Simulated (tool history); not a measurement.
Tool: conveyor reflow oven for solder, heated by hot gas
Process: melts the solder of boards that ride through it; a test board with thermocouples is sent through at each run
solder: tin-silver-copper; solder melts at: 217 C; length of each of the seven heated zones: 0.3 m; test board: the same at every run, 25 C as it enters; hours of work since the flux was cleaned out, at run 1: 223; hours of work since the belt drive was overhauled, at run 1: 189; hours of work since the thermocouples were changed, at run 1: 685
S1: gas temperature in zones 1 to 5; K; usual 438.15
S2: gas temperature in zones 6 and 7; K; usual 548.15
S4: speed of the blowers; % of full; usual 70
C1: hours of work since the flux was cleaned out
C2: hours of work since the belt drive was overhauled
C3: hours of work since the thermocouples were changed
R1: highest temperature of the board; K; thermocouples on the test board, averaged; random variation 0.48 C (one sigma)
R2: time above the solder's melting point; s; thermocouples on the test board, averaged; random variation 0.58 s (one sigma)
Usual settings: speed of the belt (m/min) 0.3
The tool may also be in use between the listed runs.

Run 1, day 0: usual settings; C1 223; C2 189; C3 685. Result: R1 538.35 K, R2 99.6 s.
Run 2, day 0.242: usual settings; C1 228; C2 194; C3 690. Result: R1 538.25 K, R2 100.1 s.
Run 3, day 0.646: usual settings; C1 235; C2 201; C3 697. Result: R1 538.65 K, R2 99.9 s.
Run 4, day 0.883: usual settings; C1 240; C2 206; C3 702. Result: R1 538.25 K, R2 99.2 s.
Run 5, day 1.104: usual settings; C1 244; C2 210; C3 706. Result: R1 538.25 K, R2 98.6 s.
Run 6, day 1.492: usual settings; C1 251; C2 217; C3 713. Result: R1 537.55 K, R2 100.1 s.
Run 7, day 1.888: usual settings but S4 53 % of full; C1 258; C2 225; C3 720. Result: R1 535.35 K, R2 96.4 s.
Run 8, day 2.212: usual settings but S4 53 % of full; C1 264; C2 231; C3 727. Result: R1 534.25 K, R2 94.2 s.
Run 9, day 2.417: usual settings; C1 268; C2 234; C3 730. Result: R1 539.45 K, R2 99.5 s.
Run 10, day 2.8: usual settings; C1 275; C2 242; C3 738. Result: R1 538.05 K, R2 98.9 s.
At day 3.038: flux residue cleaned out of gas plates and filters.
At day 3.204: belt drive overhauled, speed set with a stopwatch.
Run 11, day 3.45: usual settings but S2 556.15 K; C1 5; C2 5; C3 743. Result: R1 546.15 K, R2 106.9 s.
Run 12, day 3.821: usual settings; C1 12; C2 12; C3 750. Result: R1 538.95 K, R2 100.4 s.
At day 4.129: belt drive overhauled, speed set with a stopwatch, once more.
Run 13, day 4.433: usual settings but speed of the belt (m/min) 0.289, S4 71 % of full; C1 20; C2 6; C3 758. Result: R1 541.15 K, R2 104 s.
Run 14, day 4.692: usual settings but speed of the belt (m/min) 0.289, S4 71 % of full; C1 25; C2 11; C3 763. Result: R1 541.15 K, R2 105.7 s.
Run 15, day 4.921: usual settings but speed of the belt (m/min) 0.289, S4 71 % of full; C1 29; C2 15; C3 767. Result: R1 540.95 K, R2 104.8 s.
Run 16, day 5.342: usual settings but S1 427.15 K, S2 537.15 K, speed of the belt (m/min) 0.274, S4 71 % of full; C1 37; C2 23; C3 775. Result: R1 530.65 K, R2 98.3 s.
Run 17, day 5.783: usual settings but S1 427.15 K, S2 537.15 K, speed of the belt (m/min) 0.274, S4 71 % of full; C1 45; C2 31; C3 783. Result: R1 529.25 K, R2 96.7 s.
Run 18, day 6.083: usual settings but S2 560.15 K, speed of the belt (m/min) 0.301; C1 51; C2 37; C3 789. Result: R1 550.65 K, R2 107.3 s.
Run 19, day 6.525: usual settings but S1 449.15 K, speed of the belt (m/min) 0.286, S4 57 % of full; C1 59; C2 45; C3 797. Result: R1 538.45 K, R2 110.3 s.
Run 20, day 6.904: usual settings but speed of the belt (m/min) 0.246; C1 66; C2 52; C3 804. Result: R1 544.75 K, R2 129.4 s.
Run 21, day 7.146: usual settings but S2 541.15 K, speed of the belt (m/min) 0.333, S4 86 % of full; C1 71; C2 56; C3 809. Result: R1 533.05 K, R2 85.4 s.
Run 22, day 7.488: usual settings but S2 542.15 K, speed of the belt (m/min) 0.31; C1 77; C2 63; C3 815. Result: R1 533.05 K, R2 91.8 s.
Run 23, day 7.754: usual settings but S1 451.15 K, S2 557.15 K, speed of the belt (m/min) 0.319, S4 61 % of full; C1 82; C2 68; C3 820. Result: R1 545.15 K, R2 103.4 s.
Run 24, day 8.208: usual settings but S2 542.15 K; C1 90; C2 76; C3 829. Result: R1 533.55 K, R2 95.5 s.

3 ways to go on from here, each from the tool as it stands after run 24. What would each give?
Run A, day 8.508: usual settings but S1 429.15 K, S2 542.15 K; C1 96; C2 82; C3 834. Result: R1 ?, R2 ?.
Run B, day 8.508: usual settings but S1 431.15 K, S2 547.15 K; C1 96; C2 82; C3 834. Result: R1 ?, R2 ?.
Run C, day 8.508: usual settings but S2 542.15 K, speed of the belt (m/min) 0.243, S4 53 % of full; C1 96; C2 82; C3 834. Result: R1 ?, R2 ?.

run      R1     R2
  A  532.75   91.1
  B  537.45   95.3
  C  536.25  122.4
Without the tool's hidden state the same runs would have given:
run      R1     R2
  A  530.25   88.8
  B  534.95   93.2
  C  533.65  119.6
